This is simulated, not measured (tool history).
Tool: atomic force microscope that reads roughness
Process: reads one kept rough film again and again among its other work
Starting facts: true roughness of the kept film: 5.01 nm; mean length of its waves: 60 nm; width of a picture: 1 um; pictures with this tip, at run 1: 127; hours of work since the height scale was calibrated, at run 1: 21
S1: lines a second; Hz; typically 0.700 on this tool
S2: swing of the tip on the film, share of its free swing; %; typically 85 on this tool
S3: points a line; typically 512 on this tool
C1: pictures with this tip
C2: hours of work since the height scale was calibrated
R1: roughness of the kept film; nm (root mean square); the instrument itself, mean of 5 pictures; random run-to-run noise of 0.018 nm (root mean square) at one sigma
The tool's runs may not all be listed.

run,hour,S1,S2,S3,C1,C2,R1
1,0.0,0.700,85,512,127,21,4.323
2,27.4,0.700,85,512,164,36,4.249
3,47.3,0.700,85,512,191,47,4.188
4,85.3,3.431,85,512,243,68,3.398
5,116.0,3.431,85,512,284,85,3.312
6,133.5,0.700,64,512,308,95,4.175
7,157.0,0.700,82,512,340,108,3.994
8,183.9,0.700,57,512,376,123,4.095
# hour 187.8: new tip fitted
9,206.7,2.830,57,512,25,135,4.482
10,231.7,0.700,72,512,59,149,4.478
11,248.9,0.700,72,512,82,159,4.444
12,288.9,0.700,72,512,136,181,4.366
13,313.0,0.700,72,512,169,195,4.311
14,336.1,0.936,75,663,200,208,4.160
15,359.8,0.700,85,783,232,221,4.074
16,401.1,0.700,85,783,288,244,3.978
17,423.5,0.700,85,783,319,256,3.925
18,455.7,3.443,77,808,362,274,3.423
# hour 472.1: new tip fitted
19,490.9,3.443,76,294,25,293,3.945
20,518.7,3.099,71,737,63,309,4.135

Below are 4 alternative next runs, each starting from the tool's condition after run 20. Predict each:
A,540.6,1.164,85,512,92,321,?
B,540.6,0.900,87,500,92,321,?
C,540.6,1.033,71,737,92,321,?
D,540.6,0.577,61,737,92,321,?

run,R1
A,4.178
B,4.220
C,4.414
D,4.536
With no hidden state in the tool, these same runs would have given:
run,R1
A,4.338
B,4.381
C,4.582
D,4.709
